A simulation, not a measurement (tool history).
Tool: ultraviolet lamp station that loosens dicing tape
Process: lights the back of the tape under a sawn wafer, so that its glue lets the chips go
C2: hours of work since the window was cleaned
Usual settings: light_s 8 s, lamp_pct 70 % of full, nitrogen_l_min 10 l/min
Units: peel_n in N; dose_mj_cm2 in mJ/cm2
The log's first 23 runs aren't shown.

run 24 hour=223.7 | light_s=8 lamp_pct=70 nitrogen_l_min=4 | hours_of_work_of_the_lamp=292 C2=201 | peel_n=0.726 dose_mj_cm2=205
-- hour=235.6 window cleaned of glue's vapour
run 25 hour=236.7 | light_s=8 lamp_pct=70 nitrogen_l_min=4 | hours_of_work_of_the_lamp=301 C2=1 | peel_n=0.613 dose_mj_cm2=222
run 26 hour=241.9 | light_s=8 lamp_pct=60 nitrogen_l_min=11 | hours_of_work_of_the_lamp=304 C2=4 | peel_n=0.508 dose_mj_cm2=188
run 27 hour=254.7 | light_s=8 lamp_pct=60 nitrogen_l_min=11 | hours_of_work_of_the_lamp=313 C2=13 | peel_n=0.509 dose_mj_cm2=188
run 28 hour=261 | light_s=8 lamp_pct=98 nitrogen_l_min=4 | hours_of_work_of_the_lamp=317 C2=17 | peel_n=0.391 dose_mj_cm2=308
run 29 hour=266.7 | light_s=13 lamp_pct=98 nitrogen_l_min=15 | hours_of_work_of_the_lamp=321 C2=21 | peel_n=0.231 dose_mj_cm2=504
run 30 hour=273.4 | light_s=13 lamp_pct=63 nitrogen_l_min=7 | hours_of_work_of_the_lamp=325 C2=25 | peel_n=0.295 dose_mj_cm2=322
run 31 hour=284.4 | light_s=9 lamp_pct=100 nitrogen_l_min=3 | hours_of_work_of_the_lamp=333 C2=33 | peel_n=0.384 dose_mj_cm2=353

Run 32 comes next. What will it give?
run 32 hour=294.2 | light_s=10 lamp_pct=70 nitrogen_l_min=9 | hours_of_work_of_the_lamp=339 C2=39 | peel_n=? dose_mj_cm2=?

Run 32 gave peel_n 0.352 N, dose_mj_cm2 272 mJ/cm2.
Without the tool's hidden state the same run would have given peel_n 0.31 N, dose_mj_cm2 307 mJ/cm2.
